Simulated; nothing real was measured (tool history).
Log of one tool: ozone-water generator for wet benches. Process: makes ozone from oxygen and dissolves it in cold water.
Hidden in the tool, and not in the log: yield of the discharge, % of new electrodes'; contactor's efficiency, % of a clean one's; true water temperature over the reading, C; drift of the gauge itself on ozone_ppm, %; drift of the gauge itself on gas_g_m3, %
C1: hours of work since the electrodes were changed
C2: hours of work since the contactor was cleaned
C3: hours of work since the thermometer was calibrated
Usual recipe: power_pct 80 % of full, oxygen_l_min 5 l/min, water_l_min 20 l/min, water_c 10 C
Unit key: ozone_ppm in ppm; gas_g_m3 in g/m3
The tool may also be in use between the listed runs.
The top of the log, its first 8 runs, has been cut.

{"run": 9, "hour": 188.8, "power_pct": 80, "oxygen_l_min": 5, "water_l_min": 20, "water_c": 10, "C1": 919, "C2": 5105, "C3": 1085, "ozone_ppm": 27.6, "gas_g_m3": 244.4}
{"run": 10, "hour": 209.7, "power_pct": 80, "oxygen_l_min": 2.67, "water_l_min": 20, "water_c": 10, "C1": 937, "C2": 5122, "C3": 1103, "ozone_ppm": 25.8, "gas_g_m3": 359}
{"run": 11, "hour": 222.1, "power_pct": 80, "oxygen_l_min": 2.67, "water_l_min": 20, "water_c": 10, "C1": 947, "C2": 5132, "C3": 1113, "ozone_ppm": 26.1, "gas_g_m3": 357}
{"run": 12, "hour": 249.8, "power_pct": 80, "oxygen_l_min": 5, "water_l_min": 20, "water_c": 7, "C1": 969, "C2": 5155, "C3": 1135, "ozone_ppm": 28.4, "gas_g_m3": 246}
{"run": 13, "hour": 277.0, "power_pct": 80, "oxygen_l_min": 3.44, "water_l_min": 20, "water_c": 7, "C1": 992, "C2": 5177, "C3": 1158, "ozone_ppm": 27.5, "gas_g_m3": 307.9}
{"run": 14, "hour": 300.8, "power_pct": 80, "oxygen_l_min": 3.44, "water_l_min": 20, "water_c": 7, "C1": 1011, "C2": 5196, "C3": 1177, "ozone_ppm": 27.2, "gas_g_m3": 304.3}
{"hour": 306.6, "done": "contactor cleaned"}
{"run": 15, "hour": 328.7, "power_pct": 80, "oxygen_l_min": 4.62, "water_l_min": 20, "water_c": 10, "C1": 1031, "C2": 18, "C3": 1197, "ozone_ppm": 27.3, "gas_g_m3": 257.6}
{"run": 16, "hour": 341.0, "power_pct": 80, "oxygen_l_min": 4.62, "water_l_min": 20, "water_c": 10, "C1": 1041, "C2": 28, "C3": 1207, "ozone_ppm": 27.2, "gas_g_m3": 257.8}
{"run": 17, "hour": 361.0, "power_pct": 80, "oxygen_l_min": 4.62, "water_l_min": 20, "water_c": 10, "C1": 1057, "C2": 45, "C3": 1223, "ozone_ppm": 27.4, "gas_g_m3": 258.4}
{"run": 18, "hour": 378.4, "power_pct": 80, "oxygen_l_min": 4.62, "water_l_min": 20, "water_c": 10, "C1": 1072, "C2": 59, "C3": 1237, "ozone_ppm": 27.2, "gas_g_m3": 256.1}
{"run": 19, "hour": 408.6, "power_pct": 80, "oxygen_l_min": 4.62, "water_l_min": 20, "water_c": 10, "C1": 1096, "C2": 84, "C3": 1262, "ozone_ppm": 27.3, "gas_g_m3": 257.5}
{"run": 20, "hour": 428.9, "power_pct": 41, "oxygen_l_min": 5, "water_l_min": 27, "water_c": 6, "C1": 1113, "C2": 100, "C3": 1279, "ozone_ppm": 14.2, "gas_g_m3": 166.4}
{"run": 21, "hour": 445.8, "power_pct": 41, "oxygen_l_min": 5, "water_l_min": 27, "water_c": 6, "C1": 1127, "C2": 114, "C3": 1293, "ozone_ppm": 14.3, "gas_g_m3": 165.5}
{"run": 22, "hour": 460.2, "power_pct": 74, "oxygen_l_min": 5, "water_l_min": 19, "water_c": 8, "C1": 1139, "C2": 126, "C3": 1304, "ozone_ppm": 28.2, "gas_g_m3": 234.6}
{"run": 23, "hour": 481.1, "power_pct": 74, "oxygen_l_min": 5, "water_l_min": 19, "water_c": 8, "C1": 1156, "C2": 143, "C3": 1322, "ozone_ppm": 27.9, "gas_g_m3": 232.1}
{"hour": 492.2, "done": "contactor cleaned, once more"}
{"run": 24, "hour": 505.3, "power_pct": 74, "oxygen_l_min": 5, "water_l_min": 19, "water_c": 8, "C1": 1172, "C2": 11, "C3": 1338, "ozone_ppm": 29.2, "gas_g_m3": 234.3}
{"run": 25, "hour": 521.7, "power_pct": 54, "oxygen_l_min": 6.54, "water_l_min": 18, "water_c": 6, "C1": 1186, "C2": 24, "C3": 1352, "ozone_ppm": 26.1, "gas_g_m3": 166.4}
{"run": 26, "hour": 538.3, "power_pct": 91, "oxygen_l_min": 4.18, "water_l_min": 17, "water_c": 10, "C1": 1199, "C2": 38, "C3": 1365, "ozone_ppm": 35, "gas_g_m3": 292.4}
{"run": 27, "hour": 559.5, "power_pct": 91, "oxygen_l_min": 4.18, "water_l_min": 17, "water_c": 10, "C1": 1217, "C2": 55, "C3": 1383, "ozone_ppm": 35.3, "gas_g_m3": 292.6}
{"run": 28, "hour": 587.1, "power_pct": 91, "oxygen_l_min": 4.18, "water_l_min": 17, "water_c": 10, "C1": 1239, "C2": 78, "C3": 1405, "ozone_ppm": 35.2, "gas_g_m3": 293.5}
{"run": 29, "hour": 599.9, "power_pct": 91, "oxygen_l_min": 2.57, "water_l_min": 21, "water_c": 10, "C1": 1250, "C2": 88, "C3": 1416, "ozone_ppm": 27.2, "gas_g_m3": 390.2}
{"run": 30, "hour": 627.8, "power_pct": 91, "oxygen_l_min": 2.57, "water_l_min": 20, "water_c": 10, "C1": 1273, "C2": 111, "C3": 1439, "ozone_ppm": 28.5, "gas_g_m3": 390.3}
{"run": 31, "hour": 647.9, "power_pct": 91, "oxygen_l_min": 2.57, "water_l_min": 20, "water_c": 10, "C1": 1289, "C2": 128, "C3": 1455, "ozone_ppm": 28.5, "gas_g_m3": 390.5}
{"run": 32, "hour": 672.5, "power_pct": 89, "oxygen_l_min": 5, "water_l_min": 13, "water_c": 10, "C1": 1309, "C2": 148, "C3": 1475, "ozone_ppm": 42.5, "gas_g_m3": 258.4}
{"run": 33, "hour": 692.0, "power_pct": 69, "oxygen_l_min": 6.04, "water_l_min": 20, "water_c": 16, "C1": 1325, "C2": 164, "C3": 1491, "ozone_ppm": 24.1, "gas_g_m3": 201}

Forecast each of these 3 alternatives for the next run:
{"run": "A", "hour": 708.8, "power_pct": 69, "oxygen_l_min": 6.04, "water_l_min": 18, "water_c": 16, "C1": 1339, "C2": 178, "C3": 1505, "ozone_ppm": "?", "gas_g_m3": "?"}
{"run": "B", "hour": 708.8, "power_pct": 46, "oxygen_l_min": 6.04, "water_l_min": 20, "water_c": 16, "C1": 1339, "C2": 178, "C3": 1505, "ozone_ppm": "?", "gas_g_m3": "?"}
{"run": "C", "hour": 708.8, "power_pct": 82, "oxygen_l_min": 5.07, "water_l_min": 20, "water_c": 8, "C1": 1339, "C2": 178, "C3": 1505, "ozone_ppm": "?", "gas_g_m3": "?"}

run=A ozone_ppm=25.9 gas_g_m3=201.4
run=B ozone_ppm=19 gas_g_m3=157.9
run=C ozone_ppm=29.1 gas_g_m3=247.2
Without the tool's unlogged condition, the same runs would have read:
run=A ozone_ppm=26.3 gas_g_m3=203.7
run=B ozone_ppm=19.2 gas_g_m3=159.3
run=C ozone_ppm=29.6 gas_g_m3=250.3
